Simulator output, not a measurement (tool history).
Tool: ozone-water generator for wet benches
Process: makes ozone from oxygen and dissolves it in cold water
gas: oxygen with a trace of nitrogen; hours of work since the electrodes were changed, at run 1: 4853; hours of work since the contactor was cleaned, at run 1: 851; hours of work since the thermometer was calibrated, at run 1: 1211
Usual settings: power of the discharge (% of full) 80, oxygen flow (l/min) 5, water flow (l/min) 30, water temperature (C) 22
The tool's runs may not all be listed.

run    hour  power of the discharge (% of full)  oxygen flow (l/min)  water flow (l/min)  water temperature (C)  hours of work since the electrodes were changed  hours of work since the contactor was cleaned  hours of work since the thermometer was calibrated  dissolved ozone (ppm)  ozone in the gas ahead of the water (g/m3)
  1       0                                  80                    5                  30                     22                                             4853                                            851                                                1211                   20.2                                       278.8
  2   170.3                                  55                    5                  30                     22                                             4988                                            985                                                1346                   15.1                                       211.6
  3   339.8                                  55                    5                  30                     22                                             5121                                           1119                                                1480                   15.3                                       209.7
  4   452.7                                  55                    5                  30                     22                                             5210                                           1208                                                1569                   15.2                                       208.8
  5   584.9                                  80                    5                  32                     22                                             5315                                           1312                                                1673                   18.8                                       275.7
  6   754.5                                  97                    5                  30                     22                                             5449                                           1446                                                1807                   23.2                                       319.4
  7   885.3                                  80                 4.67                  30                     22                                             5552                                           1550                                                1910                   19.9                                       284.2
  8  1053.5                                  80                 4.67                  30                     22                                             5685                                           1682                                                2043                   19.5                                       285.4
  9  1207.3                                  80                    5                  30                     25                                             5806                                           1804                                                2164                   19.3                                       274.8
 10  1313.3                                  68                  4.6                  24                     24                                             5890                                           1887                                                2248                   20.8                                       252.4
     1321.2  -- water thermometer calibrated
 11    1445                                  68                  4.6                  24                     24                                             5993                                           1991                                                  98                   20.6                                       251.9
 12  1534.3                                  65                 2.68                  39                     18                                             6064                                           2061                                                 168                   10.6                                         306
 13  1613.2                                  65                 2.68                  39                     18                                             6126                                           2124                                                 230                   10.7                                       303.8
     1684.1  -- water thermometer calibrated, once more
 14  1734.5                                  65                    5                  30                     22                                             6221                                           2219                                                  40                   16.7                                       235.4
 15  1867.9                                  44                 4.79                  47                     16                                             6327                                           2324                                                 145                      8                                       177.8
 16  2041.1                                  51                    5                  43                     18                                             6463                                           2461                                                 282                    9.9                                       193.2
 17  2188.1                                  80                 3.11                  30                     29                                             6579                                           2577                                                 398                   16.1                                       333.8
 18  2315.2                                  74                    5                  30                     22                                             6680                                           2677                                                 498                   18.2                                       258.2

Forecast each of these 5 alternatives for the next run:
  A  2483.2                                  74                    5                  43                     29                                             6812                                           2810                                                 631                      ?                                           ?
  B  2483.2                                  80                 2.98                  30                     22                                             6812                                           2810                                                 631                      ?                                           ?
  C  2483.2                                  58                    5                  31                     22                                             6812                                           2810                                                 631                      ?                                           ?
  D  2483.2                                  80                    5                  23                     18                                             6812                                           2810                                                 631                      ?                                           ?
  E  2483.2                                  74                 8.88                  24                     22                                             6812                                           2810                                                 631                      ?                                           ?

run  dissolved ozone (ppm)  ozone in the gas ahead of the water (g/m3)
  A                   11.4                                       252.9
  B                   16.6                                       339.6
  C                   14.8                                       213.4
  D                   26.3                                       271.7
  E                   23.4                                       198.6
Without the tool's hidden state the same runs would have given:
run  dissolved ozone (ppm)  ozone in the gas ahead of the water (g/m3)
  A                   13.3                                       283.2
  B                   19.4                                       382.7
  C                   16.8                                       234.1
  D                   30.5                                         306
  E                   27.1                                       222.4
